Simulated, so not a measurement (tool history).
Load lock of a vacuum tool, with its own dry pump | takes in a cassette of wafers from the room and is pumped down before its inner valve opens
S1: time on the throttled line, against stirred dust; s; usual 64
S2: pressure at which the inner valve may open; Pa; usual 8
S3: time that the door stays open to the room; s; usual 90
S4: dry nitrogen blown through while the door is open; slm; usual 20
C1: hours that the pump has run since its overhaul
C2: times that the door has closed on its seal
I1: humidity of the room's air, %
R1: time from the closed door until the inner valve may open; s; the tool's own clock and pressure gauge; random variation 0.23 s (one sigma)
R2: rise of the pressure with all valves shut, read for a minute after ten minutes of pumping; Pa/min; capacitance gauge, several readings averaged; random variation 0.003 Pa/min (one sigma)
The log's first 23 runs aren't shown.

run 24 hour=1665.2 | S1=64 S2=13 S3=90 S4=20 | C1=2731 C2=7584 | I1=46.9 | R1=86.4 R2=0.041
run 25 hour=1762.9 | S1=64 S2=13 S3=75 S4=5 | C1=2829 C2=7968 | I1=45.1 | R1=86.2 R2=0.047
run 26 hour=1876.9 | S1=43 S2=6 S3=145 S4=9 | C1=2943 C2=8416 | I1=46.4 | R1=69.6 R2=0.066
run 27 hour=1924.0 | S1=43 S2=6 S3=145 S4=9 | C1=2990 C2=8601 | I1=47.9 | R1=69.9 R2=0.069
run 28 hour=2034.8 | S1=43 S2=8 S3=145 S4=9 | C1=3101 C2=9037 | I1=41.4 | R1=68.6 R2=0.057
run 29 hour=2098.7 | S1=43 S2=8 S3=145 S4=9 | C1=3165 C2=9288 | I1=43.4 | R1=68.8 R2=0.067
run 30 hour=2176.6 | S1=64 S2=8 S3=234 S4=20 | C1=3243 C2=9594 | I1=44.7 | R1=87.9 R2=0.066
run 31 hour=2282.8 | S1=64 S2=8 S3=234 S4=20 | C1=3349 C2=10012 | I1=44.9 | R1=88.1 R2=0.067
run 32 hour=2370.1 | S1=96 S2=7 S3=129 S4=10 | C1=3436 C2=10355 | I1=45.3 | R1=117.4 R2=0.065
run 33 hour=2416.9 | S1=64 S2=8 S3=40 S4=20 | C1=3483 C2=10539 | I1=42.7 | R1=88.1 R2=0.043
run 34 hour=2471.3 | S1=42 S2=14 S3=48 S4=20 | C1=3537 C2=10753 | I1=45.3 | R1=66.0 R2=0.040
run 35 hour=2533.5 | S1=48 S2=14 S3=155 S4=18 | C1=3600 C2=10998 | I1=47.4 | R1=71.8 R2=0.070
run 36 hour=2614.3 | S1=48 S2=14 S3=36 S4=18 | C1=3680 C2=11315 | I1=45.1 | R1=71.5 R2=0.048
run 37 hour=2691.1 | S1=64 S2=6 S3=163 S4=20 | C1=3757 C2=11617 | I1=43.8 | R1=88.9 R2=0.066

Forecast each of these 4 alternatives for the next run:
run A hour=2793.4 | S1=55 S2=12 S3=90 S4=20 | C1=3859 C2=12019 | I1=44.9 | R1=? R2=?
run B hour=2793.4 | S1=40 S2=8 S3=90 S4=32 | C1=3859 C2=12019 | I1=46.4 | R1=? R2=?
run C hour=2793.4 | S1=64 S2=6 S3=26 S4=20 | C1=3859 C2=12019 | I1=45.1 | R1=? R2=?
run D hour=2793.4 | S1=76 S2=13 S3=163 S4=9 | C1=3859 C2=12019 | I1=46.1 | R1=? R2=?

run=A R1=78.8 R2=0.051
run=B R1=66.1 R2=0.050
run=C R1=89.0 R2=0.044
run=D R1=97.6 R2=0.079
Without the tool's hidden state the same runs would have given:
run=A R1=77.8 R2=0.024
run=B R1=64.9 R2=0.023
run=C R1=87.9 R2=0.017
run=D R1=96.7 R2=0.051
